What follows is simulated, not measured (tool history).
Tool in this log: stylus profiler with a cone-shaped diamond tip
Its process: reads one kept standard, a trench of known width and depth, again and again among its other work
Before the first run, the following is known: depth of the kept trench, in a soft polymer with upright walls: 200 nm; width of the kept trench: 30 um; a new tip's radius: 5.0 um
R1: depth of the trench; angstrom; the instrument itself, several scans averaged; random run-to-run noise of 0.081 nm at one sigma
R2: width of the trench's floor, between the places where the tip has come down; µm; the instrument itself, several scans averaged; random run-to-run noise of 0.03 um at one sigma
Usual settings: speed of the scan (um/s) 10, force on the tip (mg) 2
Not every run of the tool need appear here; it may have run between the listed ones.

run 1 day=0 | speed_of_the_scan_(um/s)=10 force_on_the_tip_(mg)=2 | R1=2009.1 R2=27.08
run 2 day=0.617 | speed_of_the_scan_(um/s)=9 force_on_the_tip_(mg)=2 | R1=2009.9 R2=27.1
run 3 day=1.362 | speed_of_the_scan_(um/s)=9 force_on_the_tip_(mg)=2 | R1=2007.9 R2=27.1
run 4 day=2.092 | speed_of_the_scan_(um/s)=9 force_on_the_tip_(mg)=0.7 | R1=2003 R2=27.05
run 5 day=2.438 | speed_of_the_scan_(um/s)=35 force_on_the_tip_(mg)=0.7 | R1=2003.3 R2=26.9
run 6 day=2.896 | speed_of_the_scan_(um/s)=3 force_on_the_tip_(mg)=0.74 | R1=2003.7 R2=27.05
run 7 day=3.362 | speed_of_the_scan_(um/s)=2 force_on_the_tip_(mg)=5.2 | R1=2018.6 R2=27.11
run 8 day=3.808 | speed_of_the_scan_(um/s)=21 force_on_the_tip_(mg)=1.61 | R1=2006.6 R2=26.97
run 9 day=4.425 | speed_of_the_scan_(um/s)=21 force_on_the_tip_(mg)=1.61 | R1=2005.9 R2=27.04
run 10 day=4.992 | speed_of_the_scan_(um/s)=21 force_on_the_tip_(mg)=1.61 | R1=2006.2 R2=27.02

Each row is a separate what-if for the run after 10, all from the same tool condition, not one after another. Results?
run A day=5.704 | speed_of_the_scan_(um/s)=24 force_on_the_tip_(mg)=2.37 | R1=? R2=?
run B day=5.704 | speed_of_the_scan_(um/s)=36 force_on_the_tip_(mg)=1.69 | R1=? R2=?
run C day=5.704 | speed_of_the_scan_(um/s)=28 force_on_the_tip_(mg)=2.36 | R1=? R2=?

run=A R1=2008.7 R2=27.04
run=B R1=2007.3 R2=27.01
run=C R1=2009.6 R2=27.04
The same runs, with their run-to-run variation unchanged, on a tool lacking any hidden condition would have given:
run=A R1=2011.2 R2=27.15
run=B R1=2009.8 R2=27.12
run=C R1=2012.2 R2=27.15
